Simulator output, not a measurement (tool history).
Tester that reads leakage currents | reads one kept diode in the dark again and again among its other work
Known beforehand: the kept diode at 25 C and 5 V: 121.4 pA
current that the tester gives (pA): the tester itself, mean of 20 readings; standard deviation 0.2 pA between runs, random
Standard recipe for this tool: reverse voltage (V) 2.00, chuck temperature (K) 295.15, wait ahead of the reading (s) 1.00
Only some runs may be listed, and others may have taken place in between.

run,hour,reverse voltage (V),chuck temperature (K),wait ahead of the reading (s),current that the tester gives (pA)
1,0.0,2.00,295.15,1.00,67.93
2,206.8,2.00,295.15,1.00,68.05
3,435.7,3.01,295.15,1.00,80.26
4,650.7,3.01,295.15,0.38,81.90
5,876.6,3.01,295.15,0.38,82.36
6,1110.7,3.01,295.15,0.38,82.57
7,1329.8,3.01,295.15,0.38,82.67
8,1475.2,3.01,295.15,0.38,82.86
9,1593.0,2.00,295.15,1.00,69.81
10,1694.8,2.00,295.15,1.00,69.44
11,1804.8,2.00,295.15,1.00,69.56
12,1966.8,2.00,295.15,1.00,69.36
13,2184.6,2.00,295.15,1.00,69.58
14,2305.2,2.00,295.15,1.00,69.94
15,2432.4,2.00,295.15,1.00,69.94
16,2536.0,2.98,295.15,1.00,81.74
17,2686.1,15.56,295.15,1.00,161.55
# hour 2782.6: chuck's temperature calibrated
18,2852.4,2.00,295.15,1.00,66.86
19,3093.7,2.00,295.15,0.82,66.79
20,3247.7,2.00,318.15,0.53,415.24
21,3453.8,4.17,301.15,2.28,147.12
22,3657.0,4.17,301.15,2.28,147.26
23,3785.4,4.80,296.15,2.28,102.94
24,4015.5,4.80,296.15,2.28,103.59
25,4186.3,15.45,296.15,2.27,165.78
26,4326.3,5.39,296.15,2.27,109.03
27,4465.7,5.39,296.15,2.27,108.78
# hour 4575.3: probe card cleaned and baked
28,4575.3,1.74,306.15,0.81,157.59
29,4717.4,1.74,306.15,0.35,159.39
30,4958.8,7.53,306.15,0.35,285.81
31,5160.3,7.53,306.15,0.35,282.45
32,5408.5,7.53,306.15,0.35,285.75
# hour 5495.2: tester calibrated
33,5641.9,4.44,295.15,1.00,94.03
34,5804.5,4.44,295.15,1.00,94.57
35,5955.1,4.44,295.15,1.00,94.46
36,6075.1,1.73,295.15,4.45,65.16
37,6321.2,2.00,331.15,1.95,1086.40

A few steps of current that the tester gives (pA) between consecutive runs. Split each: what settings, incoming material and random variation would produce without the hidden state, and what is left over for the hidden state, along with gauge scatter present in only one of the two compared results (measured, and without hidden state):
Hidden state at play: stray current of the dirty probe card, pA a volt; current scale over the true one, %; true chuck temperature over the reading, C; drift of the gauge itself on leakage_pa, %.
Run 16 -> 17: reverse voltage (V) 2.98 -> 15.56. current that the tester gives (pA) +79.81: hidden state +6.49, all else +73.32.
Run 17 -> 18: reverse voltage (V) 15.56 -> 2.00, chuck's temperature calibrated. current that the tester gives (pA) -94.69: hidden state -10.99, all else -83.70.
Run 19 -> 20: chuck temperature (K) 295.15 -> 318.15, wait ahead of the reading (s) 0.82 -> 0.53. current that the tester gives (pA) +348.45: hidden state -2.25, all else +350.70.
Run 20 -> 21: reverse voltage (V) 2.00 -> 4.17, chuck temperature (K) 318.15 -> 301.15, wait ahead of the reading (s) 0.53 -> 2.28. current that the tester gives (pA) -268.12: hidden state +2.81, all else -270.93.
Run 36 -> 37: reverse voltage (V) 1.73 -> 2.00, chuck temperature (K) 295.15 -> 331.15, wait ahead of the reading (s) 4.45 -> 1.95. current that the tester gives (pA) +1021.24: hidden state +29.34, all else +991.90.
